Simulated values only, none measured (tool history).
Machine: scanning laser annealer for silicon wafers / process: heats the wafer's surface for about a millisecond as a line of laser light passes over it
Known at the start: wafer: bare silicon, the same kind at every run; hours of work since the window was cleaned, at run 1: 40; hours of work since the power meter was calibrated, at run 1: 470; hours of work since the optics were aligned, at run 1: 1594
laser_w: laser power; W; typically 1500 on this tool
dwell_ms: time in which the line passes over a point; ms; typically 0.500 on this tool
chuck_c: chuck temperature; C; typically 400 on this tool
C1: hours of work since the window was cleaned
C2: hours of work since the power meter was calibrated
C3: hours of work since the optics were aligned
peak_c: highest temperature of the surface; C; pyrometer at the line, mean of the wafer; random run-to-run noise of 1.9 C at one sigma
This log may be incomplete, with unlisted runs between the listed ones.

run 1 hour=0.0 | laser_w=1500 dwell_ms=0.500 chuck_c=400 | C1=40 C2=470 C3=1594 | peak_c=1109
run 2 hour=21.2 | laser_w=1500 dwell_ms=0.500 chuck_c=400 | C1=49 C2=479 C3=1603 | peak_c=1112
run 3 hour=35.3 | laser_w=1500 dwell_ms=0.500 chuck_c=377 | C1=55 C2=485 C3=1608 | peak_c=1087
run 4 hour=63.6 | laser_w=1500 dwell_ms=0.500 chuck_c=377 | C1=67 C2=496 C3=1620 | peak_c=1085
run 5 hour=77.4 | laser_w=1500 dwell_ms=0.500 chuck_c=377 | C1=73 C2=502 C3=1626 | peak_c=1086
run 6 hour=100.1 | laser_w=1500 dwell_ms=0.379 chuck_c=400 | C1=82 C2=511 C3=1635 | peak_c=1000
run 7 hour=126.6 | laser_w=1500 dwell_ms=0.379 chuck_c=400 | C1=93 C2=522 C3=1646 | peak_c=998
run 8 hour=151.6 | laser_w=1500 dwell_ms=0.379 chuck_c=400 | C1=103 C2=533 C3=1657 | peak_c=1002
run 9 hour=174.2 | laser_w=1500 dwell_ms=0.379 chuck_c=400 | C1=113 C2=542 C3=1666 | peak_c=1001
run 10 hour=194.4 | laser_w=1500 dwell_ms=0.379 chuck_c=400 | C1=121 C2=550 C3=1674 | peak_c=998
run 11 hour=223.1 | laser_w=1500 dwell_ms=0.448 chuck_c=400 | C1=133 C2=562 C3=1686 | peak_c=1063
run 12 hour=252.5 | laser_w=1500 dwell_ms=0.448 chuck_c=400 | C1=145 C2=574 C3=1698 | peak_c=1063
run 13 hour=272.9 | laser_w=1500 dwell_ms=0.526 chuck_c=400 | C1=153 C2=583 C3=1707 | peak_c=1125
run 14 hour=297.9 | laser_w=1635 dwell_ms=0.526 chuck_c=400 | C1=164 C2=593 C3=1717 | peak_c=1210
run 15 hour=313.9 | laser_w=1635 dwell_ms=0.526 chuck_c=400 | C1=170 C2=600 C3=1724 | peak_c=1209
run 16 hour=333.5 | laser_w=1635 dwell_ms=0.526 chuck_c=400 | C1=178 C2=608 C3=1732 | peak_c=1207
run 17 hour=361.2 | laser_w=1635 dwell_ms=0.526 chuck_c=400 | C1=190 C2=619 C3=1743 | peak_c=1209
run 18 hour=381.5 | laser_w=1635 dwell_ms=0.526 chuck_c=400 | C1=198 C2=628 C3=1752 | peak_c=1206
run 19 hour=398.1 | laser_w=1500 dwell_ms=0.500 chuck_c=393 | C1=205 C2=635 C3=1759 | peak_c=1092
run 20 hour=421.9 | laser_w=1500 dwell_ms=0.500 chuck_c=378 | C1=215 C2=645 C3=1768 | peak_c=1078
run 21 hour=445.6 | laser_w=1371 dwell_ms=0.411 chuck_c=414 | C1=225 C2=654 C3=1778 | peak_c=965
run 22 hour=469.5 | laser_w=1643 dwell_ms=0.443 chuck_c=364 | C1=235 C2=664 C3=1788 | peak_c=1095
run 23 hour=485.4 | laser_w=1643 dwell_ms=0.443 chuck_c=364 | C1=241 C2=671 C3=1795 | peak_c=1092
run 24 hour=516.6 | laser_w=1643 dwell_ms=0.458 chuck_c=364 | C1=254 C2=684 C3=1808 | peak_c=1104
run 25 hour=530.4 | laser_w=1500 dwell_ms=0.541 chuck_c=365 | C1=260 C2=689 C3=1813 | peak_c=1094
run 26 hour=554.9 | laser_w=1636 dwell_ms=0.500 chuck_c=377 | C1=270 C2=700 C3=1823 | peak_c=1152
run 27 hour=572.0 | laser_w=1636 dwell_ms=0.500 chuck_c=377 | C1=277 C2=707 C3=1831 | peak_c=1153
run 28 hour=598.8 | laser_w=1500 dwell_ms=0.505 chuck_c=400 | C1=288 C2=718 C3=1842 | peak_c=1099
run 29 hour=615.8 | laser_w=1500 dwell_ms=0.433 chuck_c=421 | C1=295 C2=725 C3=1849 | peak_c=1054
run 30 hour=646.2 | laser_w=1500 dwell_ms=0.433 chuck_c=421 | C1=308 C2=737 C3=1861 | peak_c=1057
run 31 hour=670.6 | laser_w=1500 dwell_ms=0.433 chuck_c=421 | C1=318 C2=747 C3=1871 | peak_c=1057
run 32 hour=699.8 | laser_w=1286 dwell_ms=0.421 chuck_c=389 | C1=330 C2=760 C3=1883 | peak_c=900
run 33 hour=719.6 | laser_w=1458 dwell_ms=0.606 chuck_c=389 | C1=338 C2=768 C3=1892 | peak_c=1134
-- hour=729.4 window over the wafer cleaned
run 34 hour=751.4 | laser_w=1642 dwell_ms=0.558 chuck_c=428 | C1=9 C2=780 C3=1904 | peak_c=1279
run 35 hour=770.5 | laser_w=1642 dwell_ms=0.558 chuck_c=428 | C1=17 C2=788 C3=1912 | peak_c=1281
run 36 hour=787.7 | laser_w=1642 dwell_ms=0.433 chuck_c=367 | C1=24 C2=795 C3=1919 | peak_c=1100
run 37 hour=801.0 | laser_w=1642 dwell_ms=0.435 chuck_c=396 | C1=30 C2=801 C3=1924 | peak_c=1131
run 38 hour=829.1 | laser_w=1387 dwell_ms=0.390 chuck_c=384 | C1=41 C2=812 C3=1936 | peak_c=938
-- hour=838.0 optics aligned, line set to its width
run 39 hour=858.8 | laser_w=1387 dwell_ms=0.390 chuck_c=384 | C1=51 C2=822 C3=9 | peak_c=949
run 40 hour=874.3 | laser_w=1483 dwell_ms=0.390 chuck_c=367 | C1=58 C2=829 C3=15 | peak_c=978

Measured less the same run without the tool's hidden state. The same run-to-run variation is in both; the gauge's scatter may not be:
Hidden state at play: light that passes the window, % of a clean one's; laser's true power over the reading, %; width of the line over the set one, %; drift of the gauge itself on peak_c, C.
run=1 peak_c=-14
run=2 peak_c=-14
run=3 peak_c=-14
run=4 peak_c=-16
run=5 peak_c=-15
run=6 peak_c=-13
run=7 peak_c=-15
run=8 peak_c=-16
run=9 peak_c=-16
run=10 peak_c=-17
run=11 peak_c=-19
run=12 peak_c=-20
run=13 peak_c=-22
run=14 peak_c=-25
run=15 peak_c=-27
run=16 peak_c=-27
run=17 peak_c=-28
run=18 peak_c=-28
run=19 peak_c=-26
run=20 peak_c=-26
run=21 peak_c=-21
run=22 peak_c=-29
run=23 peak_c=-30
run=24 peak_c=-31
run=25 peak_c=-31
run=26 peak_c=-33
run=27 peak_c=-34
run=28 peak_c=-32
run=29 peak_c=-29
run=30 peak_c=-30
run=31 peak_c=-31
run=32 peak_c=-25
run=33 peak_c=-38
run=34 peak_c=-14
run=35 peak_c=-15
run=36 peak_c=-13
run=37 peak_c=-14
run=38 peak_c=-11
run=39 peak_c=-4
run=40 peak_c=-4
